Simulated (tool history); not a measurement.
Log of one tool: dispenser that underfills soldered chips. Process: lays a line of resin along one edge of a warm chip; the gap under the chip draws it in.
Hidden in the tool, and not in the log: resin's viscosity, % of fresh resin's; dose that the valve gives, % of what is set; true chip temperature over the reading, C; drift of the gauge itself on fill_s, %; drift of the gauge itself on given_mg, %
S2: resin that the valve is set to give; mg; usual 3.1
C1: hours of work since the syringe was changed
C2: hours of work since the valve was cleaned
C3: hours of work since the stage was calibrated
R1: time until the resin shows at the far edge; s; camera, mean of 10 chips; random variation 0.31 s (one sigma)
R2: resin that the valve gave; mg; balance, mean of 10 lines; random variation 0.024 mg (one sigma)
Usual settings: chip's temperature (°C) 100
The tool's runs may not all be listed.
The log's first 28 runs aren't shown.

Run 29, hour 309.8: usual settings but chip's temperature (°C) 96, S2 3.24 mg; C1 8; C2 133; C3 388. Result: R1 13.4 s, R2 3.09 mg.
At hour 311.1: new syringe of resin.
Run 30, hour 320.7: usual settings but chip's temperature (°C) 90, S2 2.63 mg; C1 7; C2 140; C3 396. Result: R1 16.6 s, R2 2.49 mg.
At hour 323.8: new syringe of resin.
At hour 324.8: dispensing valve cleaned and set on the balance.
Run 31, hour 334.7: usual settings but chip's temperature (°C) 111, S2 2.94 mg; C1 7; C2 7; C3 404. Result: R1 8.1 s, R2 2.94 mg.
At hour 337.7: new syringe of resin.
Run 32, hour 343.4: usual settings but chip's temperature (°C) 111, S2 2.94 mg; C1 4; C2 13; C3 410. Result: R1 7 s, R2 2.95 mg.
At hour 350.1: new syringe of resin.
Run 33, hour 351.8: usual settings but chip's temperature (°C) 107, S2 3.91 mg; C1 1; C2 18; C3 416. Result: R1 7.4 s, R2 3.87 mg.
Run 34, hour 361.7: usual settings but chip's temperature (°C) 107, S2 3.91 mg; C1 8; C2 25; C3 423. Result: R1 9.5 s, R2 3.83 mg.
At hour 362.6: new syringe of resin.
Run 35, hour 370.3: usual settings but chip's temperature (°C) 99, S2 2.89 mg; C1 5; C2 31; C3 429. Result: R1 11.9 s, R2 2.82 mg.
At hour 374.7: new syringe of resin.
Run 36, hour 381: usual settings but chip's temperature (°C) 97, S2 3.14 mg; C1 4; C2 39; C3 436. Result: R1 10.9 s, R2 3.11 mg.

Forecast each of these 3 alternatives for the next run:
At hour 387.3: new syringe of resin.
Run A, hour 390.6: usual settings but chip's temperature (°C) 90; C1 2; C2 45; C3 443. Result: R1 ?, R2 ?.
At hour 387.3: new syringe of resin.
Run B, hour 390.6: usual settings but chip's temperature (°C) 103; C1 2; C2 45; C3 443. Result: R1 ?, R2 ?.
At hour 387.3: new syringe of resin.
Run C, hour 390.6: usual settings but chip's temperature (°C) 97, S2 3.06 mg; C1 2; C2 45; C3 443. Result: R1 ?, R2 ?.

run    R1    R2
  A  13.4  3.04
  B   8.9  3.02
  C  10.7  2.98
Without the tool's hidden state the same runs would have given:
run    R1    R2
  A  13.4   3.1
  B   8.8  3.08
  C  10.6  3.03

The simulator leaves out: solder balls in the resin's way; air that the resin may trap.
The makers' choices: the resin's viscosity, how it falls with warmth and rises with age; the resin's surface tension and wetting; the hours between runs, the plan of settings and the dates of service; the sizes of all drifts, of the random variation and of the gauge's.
